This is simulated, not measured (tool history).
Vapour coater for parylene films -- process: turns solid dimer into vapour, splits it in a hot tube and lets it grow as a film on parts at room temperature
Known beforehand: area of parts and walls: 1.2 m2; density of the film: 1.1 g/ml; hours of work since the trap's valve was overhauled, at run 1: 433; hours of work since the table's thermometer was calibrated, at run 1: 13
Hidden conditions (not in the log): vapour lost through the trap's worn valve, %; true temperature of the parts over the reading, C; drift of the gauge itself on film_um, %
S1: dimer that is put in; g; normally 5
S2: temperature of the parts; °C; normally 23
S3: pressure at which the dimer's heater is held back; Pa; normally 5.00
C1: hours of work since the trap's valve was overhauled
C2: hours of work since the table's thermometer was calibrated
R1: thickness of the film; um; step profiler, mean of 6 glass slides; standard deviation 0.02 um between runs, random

run	day	S1	S2	S3	C1	C2	R1
1	0.000	5	23	5.00	433	13	2.01
2	0.654	5	30	5.00	443	23	1.51
3	1.462	2	23	5.00	455	36	0.81
4	1.946	4	23	5.00	463	43	1.60
5	2.446	4	23	5.00	470	51	1.61
6	3.054	4	23	5.00	480	60	1.61
7	3.879	4	23	5.00	493	73	1.59
8	4.342	5	23	5.00	500	80	1.97
9	4.975	5	34	5.00	509	90	1.22
10	5.725	5	23	5.00	521	102	1.97
11	6.133	5	23	3.32	527	108	2.03
12	6.833	5	23	3.32	538	119	2.02
13	7.496	5	23	5.00	548	129	2.00
# day 7.975: trap's valve overhauled
14	8.317	5	23	5.00	5	139	1.81
15	8.879	5	23	5.00	14	147	1.81
16	9.275	5	16	5.72	20	154	2.44
17	10.225	5	27	5.00	35	168	1.53
18	10.662	5	27	5.00	41	175	1.51
# day 11.129: trap's valve overhauled, once more
19	11.296	5	24	4.58	3	182	2.13
20	11.967	4	16	2.80	13	192	2.50
21	12.650	4	16	2.80	23	203	2.48
22	13.308	2	28	3.22	34	213	0.75

For run 23, what comes out?
23	14.217	2	28	3.22	48	227	?

For run 23 the tool returned R1 0.74 um.
On a tool with no hidden condition, and with the same random variation, this run would have come out at R1 0.76 um.
